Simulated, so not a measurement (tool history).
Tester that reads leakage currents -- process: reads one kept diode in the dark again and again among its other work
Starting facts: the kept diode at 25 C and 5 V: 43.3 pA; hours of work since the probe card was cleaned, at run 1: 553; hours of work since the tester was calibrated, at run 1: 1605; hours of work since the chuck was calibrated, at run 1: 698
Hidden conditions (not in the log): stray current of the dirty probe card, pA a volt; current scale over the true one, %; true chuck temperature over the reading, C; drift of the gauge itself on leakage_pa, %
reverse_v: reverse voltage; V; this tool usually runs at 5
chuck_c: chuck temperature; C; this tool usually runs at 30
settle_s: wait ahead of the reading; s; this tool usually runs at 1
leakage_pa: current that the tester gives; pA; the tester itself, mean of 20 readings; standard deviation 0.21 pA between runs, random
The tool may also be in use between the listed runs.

run	day	reverse_v	chuck_c	settle_s	hours of work since the probe card was cleaned	hours of work since the tester was calibrated	hours of work since the chuck was calibrated	leakage_pa
1	0	5	30	1	553	1605	698	67.09
2	1.283	5	31	1	570	1622	715	73.07
3	2.504	5	31	1	587	1639	731	72.38
4	3.517	5	31	1	600	1652	745	72.7
# day 4.475: chuck's temperature calibrated
5	5.175	5	30	1	622	1674	9	67.36
6	6.683	5	30	1	642	1694	30	67.47
7	8.029	5	30	1	660	1712	48	67.45
8	9.175	5	30	1	676	1728	63	67.5
9	10.683	2.72	30	1	696	1748	84	48.28
10	11.879	5	21	1	712	1764	100	32.58
11	13.108	5	21	1	729	1781	117	32.74
12	14.65	5	21	1	750	1801	137	32.69
13	16.212	9.38	30	1	771	1823	158	96.03
14	17.612	5	30	1	790	1841	177	67.48
15	18.762	5	30	1	805	1857	193	67.51
16	20.333	5	30	1	826	1878	214	67.44
17	21.833	5	31	1	846	1898	234	72.85
18	23.012	5	31	0.43	862	1914	250	75.69
19	24.275	5	31	0.43	879	1931	267	75.26
20	25.067	5	31	0.43	890	1942	278	75.44
21	26.404	5	31	0.43	908	1960	296	75.4
22	27.725	5	30	3.7	926	1978	314	65.91
23	28.746	1.09	59	0.6	940	1992	328	250.12
24	29.796	3.85	59	0.3	954	2006	342	499
25	30.871	4.6	35	0.3	968	2020	356	99.12
26	32.333	4.56	35	0.35	988	2040	376	97.54
27	33.412	4.85	24	1	1003	2055	390	40.85
28	34.092	4.85	24	1	1012	2064	400	41.16
29	34.771	4.85	24	1	1021	2073	409	40.95
30	36.083	2.25	24	9.04	1039	2091	426	25.92
31	37.067	7.68	40	1.62	1052	2104	440	183.49
32	38.492	2.71	34	3.69	1071	2123	459	65.32
33	39.158	1.21	32	5.49	1080	2132	468	35.91
34	40.062	1.21	32	5.49	1092	2144	480	35.92
35	41.408	1.21	32	5.49	1111	2163	498	35.94
36	42.217	4.27	56	9.72	1122	2173	509	422.96
37	43.55	2.82	56	2.65	1140	2191	527	338.48
38	44.983	2.36	56	2.11	1159	2211	547	308.32
39	45.833	2.36	56	2.11	1170	2222	558	308.94

Alternative continuations, all from the tool just after run 39; predict every row:
A	46.962	2.36	39	2.11	1186	2237	573	?
B	46.962	4.13	23	5.09	1186	2237	573	?
C	46.962	18.58	30	1	1186	2237	573	?
D	46.962	3.33	31	0.31	1186	2237	573	?

run	leakage_pa
A	89.24
B	33.48
C	139.93
D	60.66
With the hidden condition removed and each run's random variation left untouched, the same runs would have given:
run	leakage_pa
A	89.27
B	33.47
C	139.89
D	60.67

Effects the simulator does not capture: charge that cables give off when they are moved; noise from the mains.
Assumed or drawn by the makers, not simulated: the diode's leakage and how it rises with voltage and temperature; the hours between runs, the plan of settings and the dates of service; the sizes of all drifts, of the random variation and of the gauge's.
